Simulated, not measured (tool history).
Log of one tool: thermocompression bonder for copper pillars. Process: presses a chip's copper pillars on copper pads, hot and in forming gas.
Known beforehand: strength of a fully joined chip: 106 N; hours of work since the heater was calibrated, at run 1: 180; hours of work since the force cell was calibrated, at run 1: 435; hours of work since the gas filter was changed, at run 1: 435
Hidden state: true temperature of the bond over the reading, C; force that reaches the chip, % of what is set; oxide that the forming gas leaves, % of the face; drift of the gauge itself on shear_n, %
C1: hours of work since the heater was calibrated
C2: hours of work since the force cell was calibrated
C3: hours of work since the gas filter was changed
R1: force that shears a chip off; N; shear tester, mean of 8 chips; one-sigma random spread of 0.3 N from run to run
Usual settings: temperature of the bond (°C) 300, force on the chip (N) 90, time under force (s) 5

Run 1, hour 0: usual settings; C1 180; C2 435; C3 435. Result: R1 52 N.
Run 2, hour 15.1: usual settings; C1 188; C2 443; C3 443. Result: R1 51.9 N.
Run 3, hour 28.8: usual settings; C1 195; C2 451; C3 451. Result: R1 52.1 N.
Run 4, hour 36: usual settings; C1 199; C2 455; C3 455. Result: R1 51.8 N.
Run 5, hour 43.4: usual settings but temperature of the bond (°C) 279; C1 203; C2 459; C3 459. Result: R1 42.6 N.
Run 6, hour 60.1: usual settings but temperature of the bond (°C) 279; C1 212; C2 468; C3 468. Result: R1 42 N.
At hour 64.6: forming gas filter changed.
Run 7, hour 75.2: usual settings but temperature of the bond (°C) 279; C1 220; C2 475; C3 6. Result: R1 42.4 N.
Run 8, hour 86.6: usual settings but temperature of the bond (°C) 312; C1 226; C2 482; C3 12. Result: R1 56.3 N.
Run 9, hour 104.4: usual settings; C1 236; C2 491; C3 21. Result: R1 51.7 N.
Run 10, hour 119.8: usual settings; C1 244; C2 499; C3 30. Result: R1 51.1 N.
Run 11, hour 127.3: usual settings; C1 248; C2 503; C3 34. Result: R1 51.7 N.
Run 12, hour 135: usual settings; C1 252; C2 508; C3 38. Result: R1 50.7 N.
Run 13, hour 145.3: usual settings; C1 258; C2 513; C3 43. Result: R1 51.4 N.
At hour 154.7: gauge calibrated.
Run 14, hour 158.1: usual settings; C1 265; C2 520; C3 50. Result: R1 52.1 N.
Run 15, hour 166.2: usual settings but temperature of the bond (°C) 278; C1 269; C2 524; C3 55. Result: R1 42.4 N.
Run 16, hour 180.5: usual settings but temperature of the bond (°C) 278; C1 277; C2 532; C3 62. Result: R1 42.3 N.
Run 17, hour 190.3: usual settings but temperature of the bond (°C) 278; C1 282; C2 537; C3 68. Result: R1 42.1 N.
Run 18, hour 198.9: usual settings but temperature of the bond (°C) 278; C1 286; C2 542; C3 72. Result: R1 42.1 N.
Run 19, hour 209.1: usual settings but temperature of the bond (°C) 278, force on the chip (N) 61; C1 292; C2 547; C3 78. Result: R1 31.4 N.
Run 20, hour 218.1: usual settings but temperature of the bond (°C) 278, force on the chip (N) 61; C1 297; C2 552; C3 82. Result: R1 31.5 N.
Run 21, hour 234.2: usual settings but temperature of the bond (°C) 278, force on the chip (N) 106; C1 305; C2 561; C3 91. Result: R1 47.2 N.
Run 22, hour 247.8: usual settings but temperature of the bond (°C) 282; C1 313; C2 568; C3 98. Result: R1 43.8 N.
Run 23, hour 263.4: usual settings but temperature of the bond (°C) 282; C1 321; C2 577; C3 107. Result: R1 42.9 N.
Run 24, hour 275.8: usual settings but temperature of the bond (°C) 282, force on the chip (N) 73, time under force (s) 4; C1 328; C2 583; C3 113. Result: R1 33.8 N.
Run 25, hour 289.9: usual settings but temperature of the bond (°C) 282, force on the chip (N) 73, time under force (s) 4; C1 335; C2 591; C3 121. Result: R1 34.1 N.
Run 26, hour 302.1: usual settings but temperature of the bond (°C) 282, force on the chip (N) 73, time under force (s) 4; C1 342; C2 597; C3 128. Result: R1 33.6 N.
Run 27, hour 316.4: usual settings but temperature of the bond (°C) 282, force on the chip (N) 73, time under force (s) 4; C1 350; C2 605; C3 135. Result: R1 34.2 N.
Run 28, hour 332.3: usual settings but temperature of the bond (°C) 323, force on the chip (N) 73, time under force (s) 4; C1 358; C2 614; C3 144. Result: R1 49.6 N.
Run 29, hour 345.1: usual settings but time under force (s) 8; C1 365; C2 620; C3 151. Result: R1 59.3 N.
Run 30, hour 359.3: usual settings but temperature of the bond (°C) 287, force on the chip (N) 80; C1 373; C2 628; C3 158. Result: R1 41.3 N.
Run 31, hour 372.3: usual settings but temperature of the bond (°C) 287, force on the chip (N) 80; C1 380; C2 635; C3 165. Result: R1 41 N.
Run 32, hour 385.2: usual settings but temperature of the bond (°C) 280, time under force (s) 3; C1 387; C2 642; C3 172. Result: R1 34 N.
Run 33, hour 397.4: usual settings but temperature of the bond (°C) 280, time under force (s) 3; C1 393; C2 649; C3 179. Result: R1 33.7 N.
Run 34, hour 405.3: usual settings but temperature of the bond (°C) 328, time under force (s) 14; C1 397; C2 653; C3 183. Result: R1 80.5 N.
Run 35, hour 418.9: usual settings but temperature of the bond (°C) 328, time under force (s) 14; C1 405; C2 660; C3 190. Result: R1 79.8 N.
Run 36, hour 436.5: usual settings but temperature of the bond (°C) 328, time under force (s) 14; C1 414; C2 670; C3 200. Result: R1 79.5 N.
Run 37, hour 443.9: usual settings but temperature of the bond (°C) 328, time under force (s) 14; C1 418; C2 674; C3 204. Result: R1 79 N.
Run 38, hour 458.7: usual settings but temperature of the bond (°C) 287, time under force (s) 14; C1 426; C2 681; C3 212. Result: R1 61.8 N.
Run 39, hour 472.3: usual settings but temperature of the bond (°C) 287, time under force (s) 14; C1 433; C2 689; C3 219. Result: R1 61.7 N.
Run 40, hour 489.6: usual settings but temperature of the bond (°C) 280, force on the chip (N) 120, time under force (s) 12; C1 443; C2 698; C3 228. Result: R1 64.1 N.

Hidden state or all else? Some run-to-run changes of R1, split into what the settings, what came in and random variation would give without the hidden state, and what is left for the hidden state (with any gauge scatter that isn't in both results):
Run 13 -> 14: gauge calibrated. R1 +0.7 N: hidden state +1.4, all else -0.7.
Run 29 -> 30: temperature of the bond (°C) 300 -> 287, force on the chip (N) 90 -> 80, time under force (s) 8 -> 5. R1 -18 N: hidden state +0.6, all else -18.6.
Run 33 -> 34: temperature of the bond (°C) 280 -> 328, time under force (s) 3 -> 14. R1 +46.8 N: hidden state -2.5, all else +49.3.
Run 37 -> 38: temperature of the bond (°C) 328 -> 287. R1 -17.2 N: hidden state +0.9, all else -18.1.
